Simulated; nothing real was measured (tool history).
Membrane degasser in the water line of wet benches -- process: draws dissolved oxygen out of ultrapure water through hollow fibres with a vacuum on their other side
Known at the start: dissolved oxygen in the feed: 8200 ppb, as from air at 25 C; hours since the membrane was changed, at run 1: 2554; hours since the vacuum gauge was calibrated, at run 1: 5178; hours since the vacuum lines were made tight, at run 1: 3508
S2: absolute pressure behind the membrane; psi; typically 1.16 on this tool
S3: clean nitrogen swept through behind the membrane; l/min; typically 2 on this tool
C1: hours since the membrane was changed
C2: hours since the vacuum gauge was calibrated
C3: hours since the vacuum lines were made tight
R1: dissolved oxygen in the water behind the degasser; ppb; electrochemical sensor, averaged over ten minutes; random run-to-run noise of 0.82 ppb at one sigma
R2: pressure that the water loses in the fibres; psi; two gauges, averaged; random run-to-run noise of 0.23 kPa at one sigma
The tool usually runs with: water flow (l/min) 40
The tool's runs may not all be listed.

Run 1, hour 0: usual settings; C1 2554; C2 5178; C3 3508. Result: R1 226 ppb, R2 8.36 psi.
Run 2, hour 43: usual settings; C1 2597; C2 5221; C3 3551. Result: R1 224.4 ppb, R2 8.431 psi.
Run 3, hour 110.7: usual settings; C1 2664; C2 5289; C3 3619. Result: R1 224.5 ppb, R2 8.409 psi.
Run 4, hour 186.2: usual settings; C1 2740; C2 5365; C3 3694. Result: R1 224.5 ppb, R2 8.36 psi.
Run 5, hour 229.1: usual settings; C1 2783; C2 5407; C3 3737. Result: R1 225.1 ppb, R2 8.476 psi.
Run 6, hour 315.8: usual settings; C1 2869; C2 5494; C3 3824. Result: R1 223.9 ppb, R2 8.434 psi.
Run 7, hour 353.5: usual settings but water flow (l/min) 32; C1 2907; C2 5532; C3 3861. Result: R1 182.7 ppb, R2 6.801 psi.
Run 8, hour 419.3: usual settings but S3 2.79 l/min; C1 2973; C2 5598; C3 3927. Result: R1 169.1 ppb, R2 8.38 psi.
Run 9, hour 505.3: usual settings; C1 3059; C2 5684; C3 4013. Result: R1 224.1 ppb, R2 8.438 psi.
Run 10, hour 545.3: usual settings; C1 3099; C2 5724; C3 4053. Result: R1 225.6 ppb, R2 8.411 psi.
Run 11, hour 597.1: usual settings; C1 3151; C2 5775; C3 4105. Result: R1 227.4 ppb, R2 8.411 psi.
Run 12, hour 686.6: usual settings; C1 3240; C2 5865; C3 4195. Result: R1 227.7 ppb, R2 8.386 psi.
Run 13, hour 738.6: usual settings; C1 3292; C2 5917; C3 4247. Result: R1 224.2 ppb, R2 8.508 psi.
Run 14, hour 814.8: usual settings but S3 4.94 l/min; C1 3368; C2 5993; C3 4323. Result: R1 103.2 ppb, R2 8.477 psi.
Run 15, hour 886.5: usual settings but S3 4.94 l/min; C1 3440; C2 6065; C3 4394. Result: R1 102.3 ppb, R2 8.428 psi.
Run 16, hour 938.4: usual settings but S3 4.22 l/min; C1 3492; C2 6117; C3 4446. Result: R1 118.2 ppb, R2 8.434 psi.
Run 17, hour 990.7: usual settings but S3 4.22 l/min; C1 3544; C2 6169; C3 4499. Result: R1 118.6 ppb, R2 8.45 psi.
Run 18, hour 1032.7: usual settings but water flow (l/min) 43, S2 1.835 psi, S3 3.21 l/min; C1 3586; C2 6211; C3 4541. Result: R1 299.9 ppb, R2 9.087 psi.
Run 19, hour 1102.5: usual settings but S3 5.29 l/min; C1 3656; C2 6281; C3 4610. Result: R1 97 ppb, R2 8.425 psi.
Run 20, hour 1138.6: usual settings but S3 5.29 l/min; C1 3692; C2 6317; C3 4647. Result: R1 97.5 ppb, R2 8.444 psi.
Run 21, hour 1223.4: usual settings but water flow (l/min) 35, S2 2.818 psi; C1 3777; C2 6402; C3 4731. Result: R1 615.8 ppb, R2 7.406 psi.
Run 22, hour 1294.3: usual settings but water flow (l/min) 43, S2 0.972 psi, S3 0.84 l/min; C1 3848; C2 6473; C3 4802. Result: R1 358.3 ppb, R2 9.101 psi.
Run 23, hour 1342.2: usual settings but water flow (l/min) 49; C1 3896; C2 6521; C3 4850. Result: R1 273.8 ppb, R2 10.354 psi.
Run 24, hour 1418.7: usual settings but water flow (l/min) 49; C1 3972; C2 6597; C3 4927. Result: R1 272.6 ppb, R2 10.395 psi.
Run 25, hour 1476.5: usual settings but water flow (l/min) 47, S2 0.727 psi; C1 4030; C2 6655; C3 4985. Result: R1 114.3 ppb, R2 9.942 psi.
Run 26, hour 1558.8: usual settings but water flow (l/min) 59, S3 1.31 l/min; C1 4112; C2 6737; C3 5067. Result: R1 440.5 ppb, R2 12.465 psi.
Run 27, hour 1612.6: usual settings but water flow (l/min) 42, S2 1.446 psi, S3 1.57 l/min; C1 4166; C2 6791; C3 5121. Result: R1 394.6 ppb, R2 8.944 psi.
At hour 1665.2: vacuum gauge calibrated.
Run 28, hour 1689.9: usual settings but water flow (l/min) 48, S2 1.733 psi, S3 3.17 l/min; C1 4243; C2 25; C3 5197. Result: R1 305.1 ppb, R2 10.167 psi.
Run 29, hour 1767.6: usual settings but S2 1.169 psi; C1 4321; C2 102; C3 5275. Result: R1 219.6 ppb, R2 8.476 psi.
Run 30, hour 1845.3: usual settings but S2 1.169 psi; C1 4398; C2 180; C3 5353. Result: R1 219.4 ppb, R2 8.517 psi.
Run 31, hour 1911.7: usual settings but S2 1.169 psi; C1 4465; C2 246; C3 5419. Result: R1 219.3 ppb, R2 8.518 psi.
Run 32, hour 1958.7: usual settings but water flow (l/min) 43, S2 1.304 psi, S3 5.33 l/min; C1 4512; C2 293; C3 5466. Result: R1 118.6 ppb, R2 9.082 psi.
Run 33, hour 2016: usual settings but water flow (l/min) 43, S2 1.304 psi, S3 0.97 l/min; C1 4569; C2 351; C3 5524. Result: R1 490.1 ppb, R2 9.153 psi.

What differs in the tool's unlogged condition from the final listed run ahead of each entry between runs to the first listed run following it?
Between runs 27 and 28: vacuum gauge calibrated (hour 1665.2)
  membrane still open, %: 97.2 -> 97.1; true pressure behind the membrane over the reading, kPa: 0.25 -> 0; air that leaks in behind the membrane, l/min: 0.0096 -> 0.0097
  what was measured, less what the result would be without the hidden state, R1: +15.3 -> +2.6 ppb; R2: +0.249 -> +0.292 psi
